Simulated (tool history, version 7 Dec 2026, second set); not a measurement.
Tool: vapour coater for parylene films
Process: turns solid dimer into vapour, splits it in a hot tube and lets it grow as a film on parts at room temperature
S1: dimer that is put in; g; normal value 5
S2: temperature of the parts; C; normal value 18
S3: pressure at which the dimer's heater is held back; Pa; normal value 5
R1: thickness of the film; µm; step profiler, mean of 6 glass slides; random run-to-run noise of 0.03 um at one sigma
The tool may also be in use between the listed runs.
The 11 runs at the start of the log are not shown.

run 12 hour=403 | S1=5 S2=18 S3=5 | R1=2.64
-- hour=434.2 trap's valve overhauled
run 13 hour=455.8 | S1=2 S2=18 S3=5 | R1=1.18
run 14 hour=490.9 | S1=2 S2=11 S3=5 | R1=1.4
run 15 hour=547.3 | S1=5 S2=18 S3=5 | R1=2.8
run 16 hour=589 | S1=5 S2=20 S3=5 | R1=2.51
run 17 hour=639.8 | S1=5 S2=20 S3=5 | R1=2.42
run 18 hour=697.4 | S1=4 S2=18 S3=9.24 | R1=1.88
run 19 hour=734.2 | S1=4 S2=18 S3=9.24 | R1=1.8
-- hour=741.5 trap's valve overhauled
run 20 hour=767.3 | S1=4 S2=18 S3=9.24 | R1=1.98
run 21 hour=803.1 | S1=2 S2=10 S3=2.29 | R1=1.42
run 22 hour=839.7 | S1=2 S2=10 S3=2.29 | R1=1.44
run 23 hour=866.2 | S1=2 S2=10 S3=6.27 | R1=1.45
run 24 hour=912.8 | S1=2 S2=13 S3=5 | R1=1.38
run 25 hour=937.7 | S1=2 S2=13 S3=5 | R1=1.38
run 26 hour=985.3 | S1=5 S2=19 S3=2.12 | R1=3.13
run 27 hour=1012.8 | S1=3 S2=14 S3=11.63 | R1=1.59
run 28 hour=1042.4 | S1=6 S2=20 S3=3.66 | R1=3.07
-- hour=1050.1 trap's valve overhauled
run 29 hour=1078.3 | S1=6 S2=20 S3=3.66 | R1=3.44
run 30 hour=1119.7 | S1=6 S2=20 S3=3.66 | R1=3.36
run 31 hour=1152.1 | S1=5 S2=11 S3=10.39 | R1=3.37
run 32 hour=1209.3 | S1=7 S2=11 S3=3.51 | R1=4.91
run 33 hour=1247.1 | S1=7 S2=11 S3=3.51 | R1=4.82
run 34 hour=1287.6 | S1=6 S2=22 S3=3.51 | R1=2.94

Alternative continuations, all from the tool just after run 34; predict every row:
run A hour=1329.7 | S1=2 S2=24 S3=5.22 | R1=?
run B hour=1329.7 | S1=5 S2=10 S3=3.51 | R1=?
run C hour=1329.7 | S1=6 S2=15 S3=4.87 | R1=?

run=A R1=0.81
run=B R1=3.34
run=C R1=3.75
The same runs, with their run-to-run variation unchanged, on a tool lacking any hidden condition would have given:
run=A R1=0.85
run=B R1=3.72
run=C R1=3.91

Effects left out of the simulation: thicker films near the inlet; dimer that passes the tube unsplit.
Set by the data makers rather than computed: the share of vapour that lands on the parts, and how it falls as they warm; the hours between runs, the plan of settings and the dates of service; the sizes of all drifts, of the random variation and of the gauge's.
